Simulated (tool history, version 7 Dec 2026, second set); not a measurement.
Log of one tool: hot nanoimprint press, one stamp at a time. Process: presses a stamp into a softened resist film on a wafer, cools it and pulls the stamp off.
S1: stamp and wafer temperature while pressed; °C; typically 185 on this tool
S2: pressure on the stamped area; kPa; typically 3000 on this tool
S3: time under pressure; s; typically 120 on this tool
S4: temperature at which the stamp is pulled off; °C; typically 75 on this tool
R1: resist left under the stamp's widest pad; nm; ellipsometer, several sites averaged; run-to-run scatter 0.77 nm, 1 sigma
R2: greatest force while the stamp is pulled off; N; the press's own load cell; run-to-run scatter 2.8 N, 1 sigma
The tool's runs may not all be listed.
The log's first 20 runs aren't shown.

run,hour,S1,S2,S3,S4,R1,R2
# hour 154.2: plate thermocouple calibrated
21,160.6,182,1820,113,62,460.9,228
22,169.3,182,1820,113,62,461.6,229
# hour 179.2: plate thermocouple calibrated, once more
23,181.7,182,1820,113,62,444.8,225
24,188.9,185,2340,97,70,392.5,195
25,196.5,185,3000,187,75,275.9,176
26,202.7,185,3000,187,75,276.2,172
27,212.4,185,3000,123,75,326.4,178
28,220.3,185,4610,120,75,272.6,183
29,231.5,181,3160,120,75,370.1,174
30,240,185,2780,69,75,412.3,183

Alternative continuations, all from the tool just after run 30; predict every row:
A,248.1,185,2880,69,75,?,?
B,248.1,183,3000,120,75,?,?
C,248.1,191,2900,167,75,?,?
D,248.1,185,2780,69,71,?,?

run,R1,R2
A,407.6,181
B,353.9,177
C,237.5,181
D,412,197
With the hidden condition removed and each run's random variation left untouched, the same runs would have given:
run,R1,R2
A,407.8,134
B,354,132
C,237.6,135
D,412.3,147
